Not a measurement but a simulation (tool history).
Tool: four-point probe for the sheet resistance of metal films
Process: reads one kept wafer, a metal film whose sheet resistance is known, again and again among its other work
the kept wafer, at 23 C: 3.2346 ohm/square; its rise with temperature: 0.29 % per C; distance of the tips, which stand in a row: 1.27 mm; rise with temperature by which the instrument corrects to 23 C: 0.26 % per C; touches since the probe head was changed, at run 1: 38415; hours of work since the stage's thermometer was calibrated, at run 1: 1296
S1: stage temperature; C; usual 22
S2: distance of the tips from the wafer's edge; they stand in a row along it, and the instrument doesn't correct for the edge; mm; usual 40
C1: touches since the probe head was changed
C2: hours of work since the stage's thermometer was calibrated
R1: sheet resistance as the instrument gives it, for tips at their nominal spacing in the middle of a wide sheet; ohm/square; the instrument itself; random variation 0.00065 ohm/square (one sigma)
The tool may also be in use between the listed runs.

run     day  S1  S2     C1    C2        R1
  1   0.000  22  40  38415  1296  3.244946
  2   0.867  22  40  39184  1308  3.243190
  3   1.438  23  40  39691  1316  3.245000
  4   2.262  22  40  40420  1328  3.243356
  5   3.129  22  40  41189  1340  3.244297
  6   4.404  22  40  42320  1358  3.244158
  7   5.421  29  40  43223  1373  3.251682
  8   6.288  29  40  43992  1385  3.251848
  9   7.533  29  40  45096  1403  3.253442
 10   8.825  29  40  46242  1421  3.252571
 11   9.833  29  40  47137  1435  3.253113
 12  10.454  22  40  47686  1444  3.244283
 13  11.629  29  40  48728  1461  3.252301
 14  12.267  22  41  49293  1470  3.245938
 15  13.579  22  41  50458  1489  3.246159
 16  14.150  22  41  50963  1497  3.245420
 17  15.212  22  41  51908  1512  3.246031
 18  16.071  31  41  52667  1524  3.255962
     16.321  -- stage's thermometer calibrated
 19  16.846  31  41  53336     7  3.254198
 20  17.708  31  41  54102    20  3.255378
 21  18.521  31  41  54821    31  3.254852
     18.800  -- stage's thermometer calibrated, once more
 22  19.171  23  40  55380     5  3.249979
 23  20.117  19   3  56218    19  3.526570
 24  21.004  19   3  57008    31  3.527205
 25  21.800  27  62  57712    43  3.253529
 26  22.358  26   9  58208    51  3.286613
 27  23.317  20   5  59055    64  3.354059
 28  24.038  20  62  59698    75  3.245836
 29  25.317  28   3  60832    93  3.537239
 30  25.996  28   3  61432   102  3.536828
 31  27.171  19   8  62475   119  3.288947
 32  28.146  19  40  63339   133  3.246759
 33  29.342  19  40  64401   150  3.248507
 34  30.396  19  40  65337   165  3.247524
 35  31.567  27  20  66375   182  3.262487
 36  32.450  23  12  67157   194  3.270439
 37  33.242  33  46  67858   205  3.261907
 38  34.025  33  46  68553   217  3.262300
 39  34.596  25  17  69061   225  3.262025
 40  35.525  35  17  69884   238  3.272404
 41  36.279  29  22  70553   249  3.263185
 42  37.029  29  22  71217   259  3.262491
 43  38.129  29  22  72195   275  3.263101
 44  39.058  18  18  73019   288  3.254167

The same runs without the tool's hidden state, with the same run-to-run variation:
The hidden state here: inner tips' distance over the nominal, %; tips' flats over new ones', %; wafer's true temperature over the reading, C; drift of the gauge itself on sheet_ohm, %.
run        R1
  1  3.236340
  2  3.234472
  3  3.236189
  4  3.234428
  5  3.235242
  6  3.234919
  7  3.242247
  8  3.242262
  9  3.243662
 10  3.242586
 11  3.242983
 12  3.234118
 13  3.241896
 14  3.235497
 15  3.235504
 16  3.234686
 17  3.235127
 18  3.244846
 19  3.244065
 20  3.245110
 21  3.244470
 22  3.236418
 23  3.511794
 24  3.512283
 25  3.239545
 26  3.272416
 27  3.339464
 28  3.231563
 29  3.521588
 30  3.521045
 31  3.274018
 32  3.231864
 33  3.233439
 34  3.232295
 35  3.247004
 36  3.254796
 37  3.246161
 38  3.246444
 39  3.246107
 40  3.256273
 41  3.246994
 42  3.246189
 43  3.246625
 44  3.237627
